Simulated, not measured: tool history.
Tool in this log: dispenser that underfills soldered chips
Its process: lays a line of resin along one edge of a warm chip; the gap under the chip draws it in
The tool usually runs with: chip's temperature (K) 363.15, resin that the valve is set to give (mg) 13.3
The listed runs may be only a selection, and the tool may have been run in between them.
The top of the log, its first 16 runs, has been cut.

run   hour  chip's temperature (K)  resin that the valve is set to give (mg)  hours of work since the syringe was changed  hours of work since the valve was cleaned  hours of work since the stage was calibrated  time until the resin shows at the far edge (s)  resin that the valve gave (mg)
      95.7  -- new syringe of resin
 17     97                  366.15                                      13.3                                            1                                         77                                           204                                            15.3                           12.74
 18  104.1                  364.15                                      13.7                                            5                                         81                                           209                                            19.5                           12.91
     106.1  -- new syringe of resin
 19  110.5                  355.15                                      12.6                                            3                                         85                                           212                                            27.8                           11.97
     116.1  -- new syringe of resin
 20  117.4                  351.15                                      12.8                                            1                                         89                                           216                                            29.7                           12.09
     125.9  -- new syringe of resin
 21  125.9                  363.15                                      17.2                                            0                                         94                                           222                                            16.2                           16.19
 22  131.2                  375.15                                      13.3                                            3                                         97                                           225                                            11.9                           12.46
       136  -- new syringe of resin
 23  140.9                  352.15                                      17.2                                            3                                        103                                           231                                            30.5                           16.15
     145.9  -- new syringe of resin
 24  147.1                  377.15                                      15.5                                            1                                        107                                           234                                               9                           14.38
 25  153.1                  363.15                                      13.8                                            4                                        111                                           238                                            19.3                            12.7
     156.2  -- new syringe of resin
 26    163                  361.15                                      13.3                                            4                                        116                                           244                                            21.8                           12.31
     165.9  -- new syringe of resin
     167.5  -- dispensing valve cleaned and set on the balance
 27  169.2                  361.15                                      13.3                                            1                                          1                                           247                                            18.8                           13.35
 28  174.6                  361.15                                      14.4                                            5                                          4                                           250                                            21.4                           14.41
     176.8  -- new syringe of resin
 29  180.6                  364.15                                      13.8                                            2                                          8                                           254                                            17.7                           13.69
     186.5  -- new syringe of resin
 30  186.5                  354.15                                      12.1                                            0                                         11                                           257                                              25                           12.06
 31  195.8                  374.15                                      15.5                                            6                                         17                                           263                                            12.6                           15.29

Consider 4 possible next runs. They are alternatives, not a sequence: every one starts from the tool as it was left by run 31. What does each give?
     196.8  -- new syringe of resin
  A  201.5                  363.15                                      16.8                                            3                                         21                                           266                                               ?                               ?
     196.8  -- new syringe of resin
  B  201.5                  358.15                                      13.2                                            3                                         21                                           266                                               ?                               ?
     196.8  -- new syringe of resin
  C  201.5                  377.15                                      16.7                                            3                                         21                                           266                                               ?                               ?
     196.8  -- new syringe of resin
  D  201.5                  377.15                                      14.6                                            3                                         21                                           266                                               ?                               ?

run  time until the resin shows at the far edge (s)  resin that the valve gave (mg)
  A                                            17.6                            16.4
  B                                            23.8                           13.01
  C                                             9.5                           16.48
  D                                              10                           14.53
What these runs would have given with no unlogged condition in the tool:
run  time until the resin shows at the far edge (s)  resin that the valve gave (mg)
  A                                            16.4                           16.65
  B                                            22.2                           13.21
  C                                             8.9                           16.72
  D                                             9.3                           14.74
